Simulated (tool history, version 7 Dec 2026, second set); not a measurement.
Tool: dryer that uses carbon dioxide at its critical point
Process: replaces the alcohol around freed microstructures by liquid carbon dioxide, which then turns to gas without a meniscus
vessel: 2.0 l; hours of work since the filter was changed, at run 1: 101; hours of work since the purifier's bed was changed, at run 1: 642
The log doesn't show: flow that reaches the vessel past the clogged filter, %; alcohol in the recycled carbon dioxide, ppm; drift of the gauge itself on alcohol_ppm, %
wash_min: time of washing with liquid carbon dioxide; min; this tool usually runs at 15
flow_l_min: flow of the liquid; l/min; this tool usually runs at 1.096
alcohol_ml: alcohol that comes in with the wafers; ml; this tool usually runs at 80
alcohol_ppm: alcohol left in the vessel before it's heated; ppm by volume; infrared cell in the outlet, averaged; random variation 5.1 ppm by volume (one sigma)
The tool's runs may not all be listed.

| run | hour | wash_min | flow_l_min | alcohol_ml | hours of work since the filter was changed | hours of work since the purifier's bed was changed | alcohol_ppm |
|---|---|---|---|---|---|---|---|
| 1 | 0 | 15 | 1.096 | 80 | 101 | 642 | 140 |
| 2 | 21.7 | 15 | 1.096 | 80 | 118 | 659 | 131 |
| 3 | 38.1 | 15 | 1.096 | 80 | 131 | 672 | 134 |
| 4 | 61 | 15 | 1.096 | 80 | 149 | 690 | 146 |
| 5 | 85.4 | 15 | 1.096 | 80 | 169 | 709 | 148 |
| 6 | 109.6 | 15 | 1.096 | 80 | 188 | 729 | 150 |
| 7 | 128.6 | 15 | 1.096 | 80 | 203 | 744 | 157 |
| 8 | 148.8 | 15 | 1.096 | 80 | 219 | 759 | 160 |
| 9 | 174.9 | 22 | 1.096 | 80 | 239 | 780 | 64 |
| 10 | 189.4 | 15 | 1.096 | 80 | 250 | 791 | 167 |
| 11 | 215.8 | 15 | 1.096 | 80 | 271 | 812 | 180 |
| 12 | 234.6 | 15 | 1.096 | 80 | 286 | 827 | 173 |
| 13 | 245.8 | 15 | 1.096 | 80 | 295 | 836 | 181 |
| 14 | 262.5 | 15 | 1.096 | 80 | 308 | 849 | 184 |
| 15 | 279.7 | 15 | 1.096 | 80 | 322 | 862 | 181 |
| 16 | 305.3 | 15 | 1.096 | 65 | 342 | 883 | 163 |
| 17 | 323.5 | 15 | 1.096 | 65 | 356 | 897 | 175 |
| 18 | 348.4 | 15 | 1.096 | 65 | 376 | 917 | 182 |
| 19 | 359.9 | 15 | 1.096 | 65 | 385 | 926 | 185 |
| 20 | 379.1 | 15 | 1.096 | 65 | 400 | 941 | 185 |
| 21 | 399.8 | 15 | 1.096 | 65 | 416 | 957 | 196 |
| 22 | 421.4 | 15 | 1.096 | 80 | 433 | 974 | 230 |
| 23 | 435.5 | 15 | 1.096 | 80 | 444 | 985 | 228 |
| 24 | 457.7 | 15 | 1.096 | 80 | 462 | 1003 | 238 |
| 25 | 478.4 | 15 | 1.096 | 80 | 478 | 1019 | 238 |
| 26 | 493.2 | 15 | 1.096 | 80 | 490 | 1030 | 243 |
| 27 | 510.7 | 15 | 0.92 | 84 | 503 | 1044 | 517 |
| 28 | 522.3 | 18 | 1.096 | 53 | 513 | 1053 | 114 |
|  | 541.4 | inlet filter changed |
|  | 547.5 | purifier's bed changed |
| 29 | 549.6 | 18 | 0.78 | 66 | 4 | 2 | 148 |
| 30 | 576 | 15 | 0.76 | 22 | 25 | 22 | 135 |
| 31 | 589.9 | 15 | 0.76 | 22 | 36 | 33 | 142 |
| 32 | 616.6 | 9 | 1.74 | 22 | 57 | 54 | 34 |
| 33 | 636.7 | 13 | 1.67 | 74 | 73 | 70 | 11 |
| 34 | 659.4 | 14 | 1.67 | 74 | 91 | 88 | 13 |
| 35 | 677.3 | 14 | 1.67 | 74 | 105 | 102 | 19 |
| 36 | 690 | 17 | 1 | 23 | 115 | 112 | 38 |
| 37 | 710 | 24 | 1.52 | 24 | 130 | 128 | 8 |
| 38 | 721 | 24 | 0.83 | 24 | 139 | 136 | 22 |
| 39 | 736.1 | 19 | 1.25 | 60 | 151 | 148 | 23 |
| 40 | 748.8 | 18 | 1.68 | 25 | 161 | 158 | 15 |
| 41 | 770 | 18 | 1.68 | 25 | 178 | 175 | 14 |
| 42 | 794.1 | 18 | 1.59 | 115 | 197 | 194 | 15 |
| 43 | 818.6 | 10 | 0.94 | 47 | 216 | 213 | 778 |
| 44 | 832.1 | 10 | 0.94 | 47 | 226 | 224 | 798 |
| 45 | 854.8 | 10 | 0.94 | 47 | 244 | 242 | 798 |
| 46 | 879.6 | 10 | 0.94 | 47 | 264 | 261 | 809 |
| 47 | 895.6 | 10 | 0.94 | 47 | 276 | 274 | 835 |

Branching from run 47: 4 alternative next runs. What would each branch give?
| A | 917.2 | 15 | 1.096 | 55 | 293 | 291 | ? |
| B | 917.2 | 19 | 0.94 | 47 | 293 | 291 | ? |
| C | 917.2 | 12 | 0.73 | 34 | 293 | 291 | ? |
| D | 917.2 | 15 | 1.58 | 80 | 293 | 291 | ? |

| run | alcohol_ppm |
|---|---|
| A | 99 |
| B | 77 |
| C | 770 |
| D | 19 |
The same runs, with their run-to-run variation unchanged, on a tool lacking any hidden condition would have given:
| run | alcohol_ppm |
|---|---|
| A | 47 |
| B | 40 |
| C | 566 |
| D | 0 |

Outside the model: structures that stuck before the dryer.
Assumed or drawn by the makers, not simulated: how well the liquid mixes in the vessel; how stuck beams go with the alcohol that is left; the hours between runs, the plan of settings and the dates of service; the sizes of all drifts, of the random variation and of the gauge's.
